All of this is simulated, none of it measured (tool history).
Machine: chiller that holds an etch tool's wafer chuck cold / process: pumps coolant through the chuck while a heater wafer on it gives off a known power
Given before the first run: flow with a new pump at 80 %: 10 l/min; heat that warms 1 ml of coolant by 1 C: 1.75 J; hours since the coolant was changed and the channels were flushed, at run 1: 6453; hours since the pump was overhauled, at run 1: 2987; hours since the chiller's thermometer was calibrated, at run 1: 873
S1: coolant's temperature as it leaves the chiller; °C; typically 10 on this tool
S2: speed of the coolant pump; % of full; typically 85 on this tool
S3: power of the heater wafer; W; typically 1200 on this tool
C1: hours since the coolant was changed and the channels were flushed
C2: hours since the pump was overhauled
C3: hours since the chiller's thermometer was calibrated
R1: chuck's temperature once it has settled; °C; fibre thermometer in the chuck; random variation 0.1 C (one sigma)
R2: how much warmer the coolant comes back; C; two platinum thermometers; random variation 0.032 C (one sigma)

run	hour	S1	S2	S3	C1	C2	C3	R1	R2
1	0.0	10	85	1200	6453	2987	873	20.3	3.88
2	170.4	10	85	1200	6624	3158	1044	20.2	3.94
3	298.0	10	85	1200	6751	3285	1171	20.4	3.91
4	422.2	2	85	1200	6875	3409	1296	12.3	3.89
5	610.3	10	66	1200	7064	3597	1484	22.9	5.05
6	766.0	10	85	749	7219	3753	1639	16.4	2.50
7	849.0	11	63	604	7302	3836	1722	17.8	2.69
8	1002.9	11	66	918	7456	3990	1876	20.7	3.85
9	1167.6	7	83	607	7621	4155	2041	12.4	2.09
10	1317.4	7	83	607	7771	4304	2191	12.4	2.13
11	1488.4	7	83	607	7942	4476	2362	12.6	2.13

Each row is a separate what-if for the run after 11, all from the same tool condition, not one after another. Results?
# hour 1547.0: coolant changed, channels flushed
A	1617.3	0	85	712	70	4598	2485	?	?
# hour 1547.0: coolant changed, channels flushed
B	1617.3	15	84	1175	70	4598	2485	?	?
# hour 1547.0: coolant changed, channels flushed
C	1617.3	6	83	1236	70	4598	2485	?	?

run	R1	R2
A	6.1	2.40
B	25.1	3.95
C	16.7	4.22
Stripped of hidden state, with their random variation kept, the same runs would have yielded:
run	R1	R2
A	6.1	2.26
B	25.1	3.82
C	16.7	4.08
